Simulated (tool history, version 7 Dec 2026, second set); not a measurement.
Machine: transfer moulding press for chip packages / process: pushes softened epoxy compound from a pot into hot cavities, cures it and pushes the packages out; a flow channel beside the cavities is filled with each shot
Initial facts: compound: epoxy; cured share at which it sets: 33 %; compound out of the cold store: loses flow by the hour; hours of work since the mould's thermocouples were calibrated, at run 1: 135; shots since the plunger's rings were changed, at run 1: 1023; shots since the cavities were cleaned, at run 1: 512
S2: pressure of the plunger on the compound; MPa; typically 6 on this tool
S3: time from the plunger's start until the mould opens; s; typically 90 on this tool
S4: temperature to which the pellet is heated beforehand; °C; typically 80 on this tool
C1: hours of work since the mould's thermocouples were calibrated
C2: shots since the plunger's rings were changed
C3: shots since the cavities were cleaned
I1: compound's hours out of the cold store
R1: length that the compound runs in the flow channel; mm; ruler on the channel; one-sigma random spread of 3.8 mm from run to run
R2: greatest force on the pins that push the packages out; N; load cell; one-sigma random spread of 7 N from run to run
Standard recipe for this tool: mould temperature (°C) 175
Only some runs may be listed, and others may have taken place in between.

Run 1, hour 0: usual settings; C1 135; C2 1023; C3 512; I1 11.4. Result: R1 675 mm, R2 370 N.
Run 2, hour 20.2: usual settings; C1 146; C2 1232; C3 721; I1 47.9. Result: R1 621 mm, R2 385 N.
Run 3, hour 32: usual settings; C1 153; C2 1355; C3 844; I1 24.3. Result: R1 651 mm, R2 410 N.
Run 4, hour 46.5: usual settings; C1 161; C2 1504; C3 993; I1 13.6. Result: R1 669 mm, R2 422 N.
At hour 58.7: cavities cleaned with cleaning compound and waxed.
Run 5, hour 68.3: usual settings but mould temperature (°C) 174; C1 172; C2 1715; C3 99; I1 41.2. Result: R1 622 mm, R2 311 N.
Run 6, hour 90.4: usual settings; C1 185; C2 1945; C3 329; I1 42.8. Result: R1 619 mm, R2 348 N.
Run 7, hour 107.4: usual settings; C1 195; C2 2120; C3 504; I1 27.1. Result: R1 640 mm, R2 366 N.
Run 8, hour 129: usual settings; C1 207; C2 2344; C3 728; I1 26.9. Result: R1 640 mm, R2 395 N.
Run 9, hour 147.6: usual settings; C1 217; C2 2538; C3 922; I1 45.7. Result: R1 611 mm, R2 397 N.
At hour 166.2: cavities cleaned with cleaning compound and waxed.
Run 10, hour 166.8: usual settings but S4 70 °C; C1 227; C2 2721; C3 7; I1 42. Result: R1 619 mm, R2 291 N.
Run 11, hour 181.7: usual settings but S2 5.29 MPa, S4 70 °C; C1 236; C2 2875; C3 161; I1 8. Result: R1 613 mm, R2 328 N.
Run 12, hour 199.6: usual settings but S2 5.29 MPa, S4 70 °C; C1 246; C2 3061; C3 347; I1 8. Result: R1 616 mm, R2 359 N.
Run 13, hour 214.6: usual settings but S2 5.29 MPa, S4 88 °C; C1 254; C2 3216; C3 502; I1 21.4. Result: R1 599 mm, R2 377 N.
Run 14, hour 225.1: usual settings; C1 260; C2 3325; C3 611; I1 25.2. Result: R1 629 mm, R2 377 N.
Run 15, hour 239.3: usual settings; C1 268; C2 3473; C3 759; I1 25.4. Result: R1 622 mm, R2 395 N.
Run 16, hour 252: usual settings but S2 5.51 MPa, S4 78 °C; C1 276; C2 3604; C3 890; I1 36.5. Result: R1 584 mm, R2 410 N.
At hour 273.3: cavities cleaned with cleaning compound and waxed.
Run 17, hour 273.3: usual settings but mould temperature (°C) 169, S2 6.3 MPa, S3 80 s, S4 74 °C; C1 287; C2 3809; C3 0; I1 19.9. Result: R1 658 mm, R2 506 N.
Run 18, hour 294.9: usual settings but mould temperature (°C) 171, S2 5.12 MPa, S3 79 s, S4 75 °C; C1 299; C2 4034; C3 225; I1 20.8. Result: R1 586 mm, R2 518 N.
Run 19, hour 305.8: usual settings but mould temperature (°C) 171, S2 5.12 MPa, S3 79 s, S4 75 °C; C1 305; C2 4146; C3 337; I1 26.1. Result: R1 577 mm, R2 538 N.
Run 20, hour 318.8: usual settings but mould temperature (°C) 173, S2 5.73 MPa, S3 127 s; C1 313; C2 4281; C3 472; I1 23.6. Result: R1 612 mm, R2 337 N.
Run 21, hour 329.2: usual settings but mould temperature (°C) 171, S4 85 °C; C1 319; C2 4390; C3 581; I1 40.3. Result: R1 611 mm, R2 423 N.
At hour 333.1: plunger's sealing rings changed.
Run 22, hour 353.5: usual settings but mould temperature (°C) 171, S2 5.58 MPa, S4 85 °C; C1 331; C2 213; C3 807; I1 11.9. Result: R1 668 mm, R2 468 N.
Run 23, hour 368.6: usual settings but mould temperature (°C) 171, S2 5.82 MPa, S4 85 °C; C1 340; C2 369; C3 963; I1 10.8. Result: R1 677 mm, R2 494 N.
At hour 383.4: cavities cleaned with cleaning compound and waxed.
Run 24, hour 388.7: usual settings but mould temperature (°C) 171, S2 5.39 MPa, S4 84 °C; C1 350; C2 561; C3 54; I1 37.1. Result: R1 616 mm, R2 335 N.
Run 25, hour 408.4: usual settings but mould temperature (°C) 169, S2 5.02 MPa, S4 85 °C; C1 361; C2 766; C3 259; I1 14. Result: R1 629 mm, R2 456 N.
Run 26, hour 431.1: usual settings but S2 7.24 MPa, S3 73 s, S4 88 °C; C1 374; C2 1001; C3 494; I1 15. Result: R1 729 mm, R2 523 N.
Run 27, hour 442.3: usual settings but S2 5.05 MPa, S3 73 s, S4 88 °C; C1 380; C2 1117; C3 610; I1 26.4. Result: R1 600 mm, R2 527 N.
Run 28, hour 456.2: usual settings but mould temperature (°C) 167, S2 5.05 MPa, S3 73 s, S4 90 °C; C1 388; C2 1262; C3 755; I1 43.6. Result: R1 592 mm, R2 886 N.
Run 29, hour 470.1: usual settings but mould temperature (°C) 177, S2 6.39 MPa; C1 396; C2 1406; C3 899; I1 41.8. Result: R1 646 mm, R2 389 N.

3 options for the next run, each taken on its own from the tool as it stands now. Forecast them:
At hour 491: cavities cleaned with cleaning compound and waxed.
Run A, hour 491.6: usual settings but S2 5.62 MPa, S3 113 s, S4 81 °C; C1 408; C2 1612; C3 5; I1 13.8. Result: R1 ?, R2 ?.
At hour 491: cavities cleaned with cleaning compound and waxed.
Run B, hour 491.6: usual settings but mould temperature (°C) 177, S3 126 s, S4 72 °C; C1 408; C2 1612; C3 5; I1 36.4. Result: R1 ?, R2 ?.
At hour 491: cavities cleaned with cleaning compound and waxed.
Run C, hour 491.6: usual settings but S2 6.39 MPa, S3 106 s; C1 408; C2 1612; C3 5; I1 39.2. Result: R1 ?, R2 ?.

run   R1   R2
  A  647  267
  B  628  263
  C  646  266
Take away the tool's hidden state, keep each run's random variation, and the runs would have read:
run   R1   R2
  A  664  259
  B  646  255
  C  664  258
